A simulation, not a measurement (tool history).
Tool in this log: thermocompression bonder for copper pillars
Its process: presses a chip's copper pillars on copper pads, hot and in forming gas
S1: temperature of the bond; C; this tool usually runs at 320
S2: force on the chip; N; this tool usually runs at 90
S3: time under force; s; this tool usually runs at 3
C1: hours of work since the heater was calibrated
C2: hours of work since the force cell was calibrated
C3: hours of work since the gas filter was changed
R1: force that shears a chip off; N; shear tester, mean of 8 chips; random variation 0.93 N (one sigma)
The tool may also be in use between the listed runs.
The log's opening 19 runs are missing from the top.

run    hour   S1   S2  S3    C1   C2   C3    R1
     1256.0  -- forming gas filter changed
 20  1299.9  302   59   3   506   41   32  44.3
 21  1355.5  320   55   3   547   82   73  52.4
 22  1448.5  320   55   3   615  151  142  48.9
 23  1535.5  311   90   8   679  215  206  81.4
     1582.8  -- forming gas filter changed
 24  1608.6  311   90   8   733  268   19  88.5
 25  1703.7  333  101   2   803  338   89  74.0
 26  1765.2  324   60   8   848  384  134  75.9
 27  1814.5  316   60   4   885  420  171  54.9
     1907.6  -- forming gas filter changed
 28  1913.7  324   79   7   957  493    4  89.5
 29  1973.4  324   92   2  1001  537   48  63.4
 30  2015.1  324   92   2  1032  567   79  63.2
 31  2063.9  324   92   2  1068  603  115  61.3
     2088.2  -- heater calibrated with a thermocouple chip
 32  2112.2  324   92   2    18  638  149  70.4
 33  2182.6  324   92   2    70  689  201  68.0
     2235.3  -- forming gas filter changed
 34  2254.5  303   90   6   122  742   14  82.7

Forecast each of these 3 alternatives for the next run:
  A  2354.0  320  90   6  196  815  87   ?
  B  2354.0  347  90   4  196  815  87   ?
  C  2354.0  311  56   6  196  815  87   ?

run     R1
  A   95.6
  B  102.6
  C   67.5
With the hidden condition removed and each run's random variation left untouched, the same runs would have given:
run     R1
  A   98.8
  B  106.1
  C   69.6
